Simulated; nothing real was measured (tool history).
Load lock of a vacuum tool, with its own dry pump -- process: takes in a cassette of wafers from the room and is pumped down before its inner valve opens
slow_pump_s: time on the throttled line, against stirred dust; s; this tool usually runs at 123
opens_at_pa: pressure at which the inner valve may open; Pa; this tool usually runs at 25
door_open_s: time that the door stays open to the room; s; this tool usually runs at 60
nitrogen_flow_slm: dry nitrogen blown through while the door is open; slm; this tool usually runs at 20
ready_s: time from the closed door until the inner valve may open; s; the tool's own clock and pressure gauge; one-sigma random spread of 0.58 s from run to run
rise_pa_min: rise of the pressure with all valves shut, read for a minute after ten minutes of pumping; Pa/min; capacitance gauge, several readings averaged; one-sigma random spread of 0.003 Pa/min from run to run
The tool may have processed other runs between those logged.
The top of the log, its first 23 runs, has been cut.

run	hour	slow_pump_s	opens_at_pa	door_open_s	nitrogen_flow_slm	incoming humidity of the room's air, %	ready_s	rise_pa_min
24	3074	63	44	60	20	42	181.2	0.063
25	3225.2	63	44	60	20	49.3	181	0.072
26	3357.5	72	24	35	5	43.1	198.7	0.07
27	3519.6	72	24	35	5	41.9	199.3	0.066
28	3637.7	185	49	95	9	49.5	261.4	0.104
29	3720.6	123	25	57	20	42.7	231.6	0.067
30	3907.7	123	35	131	5	38.9	227.1	0.103
31	4003.3	106	50	160	12	42.4	209.2	0.103
32	4190	111	26	144	12	44.1	223.3	0.112
33	4323.9	98	21	62	8	42.2	218.2	0.09
34	4517.8	98	21	62	8	47.5	219.2	0.097
35	4680.2	98	46	62	8	46	204.6	0.098
36	4864.8	114	25	131	20	44	226.6	0.104
37	4973.3	123	25	60	35	51.2	232.9	0.087
38	5100.7	123	48	60	35	46.6	220.8	0.088

Predict each of these 3 candidate next runs independently; none follows another, all start after run 38:
A	5268.8	64	48	46	8	46.6	?	?
B	5268.8	123	28	60	20	42.3	?	?
C	5268.8	226	48	128	35	45.9	?	?

run	ready_s	rise_pa_min
A	180.5	0.104
B	230	0.101
C	292.1	0.106
The same runs, with their run-to-run variation unchanged, on a tool lacking any hidden condition would have given:
run	ready_s	rise_pa_min
A	170.8	0.043
B	220.8	0.039
C	286.7	0.043
